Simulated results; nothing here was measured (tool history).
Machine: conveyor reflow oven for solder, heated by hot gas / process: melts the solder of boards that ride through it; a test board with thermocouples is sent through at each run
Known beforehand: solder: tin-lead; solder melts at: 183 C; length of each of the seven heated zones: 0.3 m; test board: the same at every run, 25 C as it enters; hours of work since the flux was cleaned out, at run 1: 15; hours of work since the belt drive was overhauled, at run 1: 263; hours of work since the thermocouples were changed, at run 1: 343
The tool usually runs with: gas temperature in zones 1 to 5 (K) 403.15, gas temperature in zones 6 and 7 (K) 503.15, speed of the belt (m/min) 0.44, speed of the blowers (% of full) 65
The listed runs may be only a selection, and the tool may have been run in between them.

run,hour,gas temperature in zones 1 to 5 (K),gas temperature in zones 6 and 7 (K),speed of the belt (m/min),speed of the blowers (% of full),hours of work since the flux was cleaned out,hours of work since the belt drive was overhauled,hours of work since the thermocouples were changed,highest temperature of the board (K),time above the solder's melting point (s)
1,0,403.15,503.15,0.44,65,15,263,343,482.85,50.4
2,14.9,403.15,503.15,0.44,68,27,275,354,482.65,50.9
3,24.5,403.15,503.15,0.44,68,34,282,362,482.25,51
4,37.6,403.15,503.15,0.44,68,44,292,372,482.85,50.4
5,50.7,403.15,503.15,0.44,68,54,302,382,482.95,50.4
6,62.4,403.15,503.15,0.44,68,63,311,391,482.55,50.4
7,68.9,403.15,503.15,0.44,68,68,316,395,482.55,49.8
8,83.6,403.15,503.15,0.44,68,79,327,407,482.15,49.9
9,90.8,403.15,503.15,0.44,68,85,332,412,481.75,49.8
10,101.9,403.15,503.15,0.44,68,93,341,421,481.95,50.3
11,111.5,403.15,517.15,0.44,65,100,348,428,493.35,60.9
12,125.6,403.15,503.15,0.519,65,111,359,439,474.85,32.9
13,137.5,403.15,503.15,0.44,65,120,368,448,481.15,48.9
14,147.1,403.15,503.15,0.44,65,128,375,455,481.25,48.8
15,159.7,403.15,503.15,0.44,65,137,385,465,481.05,48.8
16,173.8,403.15,503.15,0.44,65,148,396,476,481.05,48.5
17,185.3,405.15,503.15,0.527,52,157,405,484,470.85,27
18,200.9,390.15,503.15,0.44,63,169,416,496,477.35,40
19,212.5,403.15,503.15,0.44,78,178,425,505,482.95,51
20,226.6,400.15,494.15,0.458,88,188,436,516,474.65,39.2
# hour 231.5: belt drive overhauled, speed set with a stopwatch
21,244.7,390.15,504.15,0.452,61,199,10,527,476.75,37.9
22,259.4,390.15,504.15,0.452,61,210,21,538,476.65,37.6
# hour 274.3: belt drive overhauled, speed set with a stopwatch, once more
23,278.6,403.15,503.15,0.44,83,222,3,549,482.65,51.4
24,286.2,403.15,510.15,0.431,65,228,9,555,486.35,55.7
25,298.8,403.15,502.15,0.431,57,237,19,565,478.15,45.5
26,306.5,388.15,502.15,0.365,65,243,25,571,482.95,57.4
# hour 318.2: flux residue cleaned out of gas plates and filters
27,326.9,388.15,502.15,0.365,65,7,36,583,484.95,59.9
28,336.7,403.15,508.15,0.404,79,14,44,590,492.05,65.2
29,346.4,403.15,508.15,0.404,79,22,51,597,491.65,64.8
30,353.2,413.15,498.15,0.457,58,27,56,603,477.45,45.7
31,366.8,413.15,500.15,0.457,70,37,67,613,481.65,50.6

What if the next run were any one of these 4? Each begins from the tool's condition after run 31:
A,377.5,403.15,513.15,0.473,89,45,75,621,?,?
B,377.5,403.15,504.15,0.44,54,45,75,621,?,?
C,377.5,413.15,500.15,0.39,70,45,75,621,?,?
D,377.5,413.15,500.15,0.383,70,45,75,621,?,?

run,highest temperature of the board (K),time above the solder's melting point (s)
A,491.65,55.2
B,479.45,46.8
C,485.35,65.9
D,486.05,68.3
With the hidden condition removed and each run's random variation left untouched, the same runs would have given:
run,highest temperature of the board (K),time above the solder's melting point (s)
A,493.25,56.3
B,480.85,48.4
C,486.75,67.3
D,487.45,69.7
